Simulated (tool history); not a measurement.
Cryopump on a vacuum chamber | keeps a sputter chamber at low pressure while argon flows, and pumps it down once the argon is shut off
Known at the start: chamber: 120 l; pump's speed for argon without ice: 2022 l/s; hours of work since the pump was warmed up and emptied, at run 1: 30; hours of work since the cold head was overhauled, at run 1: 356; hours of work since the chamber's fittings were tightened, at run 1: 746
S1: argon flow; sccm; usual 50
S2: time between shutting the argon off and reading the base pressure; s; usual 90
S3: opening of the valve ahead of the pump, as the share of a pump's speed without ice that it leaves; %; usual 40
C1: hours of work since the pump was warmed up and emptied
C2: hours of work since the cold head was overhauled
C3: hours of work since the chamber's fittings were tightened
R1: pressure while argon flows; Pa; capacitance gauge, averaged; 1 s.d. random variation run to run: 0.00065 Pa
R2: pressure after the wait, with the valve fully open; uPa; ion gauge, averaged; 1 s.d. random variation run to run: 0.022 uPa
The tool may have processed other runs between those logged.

run     day  S1   S2  S3   C1   C2    C3      R1    R2
  1       0  50   90  40   30  356   746  0.1064  1.82
  2   1.354  50   90  30   45  371   762  0.1422  1.85
  3   2.604  50   90  30   60  386   776  0.1417  1.89
  4   4.121  50   90  30   77  403   794  0.1427  1.92
  5   5.683  50   90  30   95  421   812   0.144  2.01
  6     7.4  50   90  30  115  441   831  0.1458   2.1
  7   9.904  50   88  40  143  469   860  0.1118  2.25
  8  12.442  74   88  40  172  498   889   0.168  2.42
  9  15.108  50   90  40  203  529   920  0.1162  2.51
 10  17.279  50   90  45  228  554   945  0.1062  2.57
 11  19.633  50   90  45  255  581   972  0.1086  2.82
 12  21.667  50   90  45  278  604   995  0.1092  2.87
 13  23.842  48  165  46  303  629  1020  0.1067  2.76
       25.2  -- pump warmed up, emptied and cooled again
     26.212  -- leaking fittings of the chamber tightened, without venting
 14  26.212  50   72  56   11  653     0  0.0755  0.72
 15  28.208  50   29  39   34  676    23  0.1098  1.61
 16   29.65  50  203  28   50  692    39  0.1512   0.4
 17  32.004  29   25  28   77  719    66  0.0885  1.88
 18      34  29  184  17  100  742    89  0.1455  0.52
 19  35.454  44   53  53  117  759   106  0.0738  1.13

Alternative continuations, all from the tool just after run 19; predict every row:
  A  38.062  93   53  53  147  789  136   ?   ?
  B  38.062  61  125  20  147  789  136   ?   ?
  C  38.062  82   31  22  147  789  136   ?   ?
  D  38.062  57   41  22  147  789  136   ?   ?
  E  38.062  50  208  17  147  789  136   ?   ?

run      R1    R2
  A  0.1622  1.18
  B  0.2659  0.78
  C   0.326   1.7
  D  0.2256  1.41
  E  0.2541   0.6
What these runs would have given with no unlogged condition in the tool:
run      R1    R2
  A  0.1468  0.89
  B  0.2558  0.49
  C  0.3124  1.41
  D  0.2162  1.12
  E  0.2458  0.32

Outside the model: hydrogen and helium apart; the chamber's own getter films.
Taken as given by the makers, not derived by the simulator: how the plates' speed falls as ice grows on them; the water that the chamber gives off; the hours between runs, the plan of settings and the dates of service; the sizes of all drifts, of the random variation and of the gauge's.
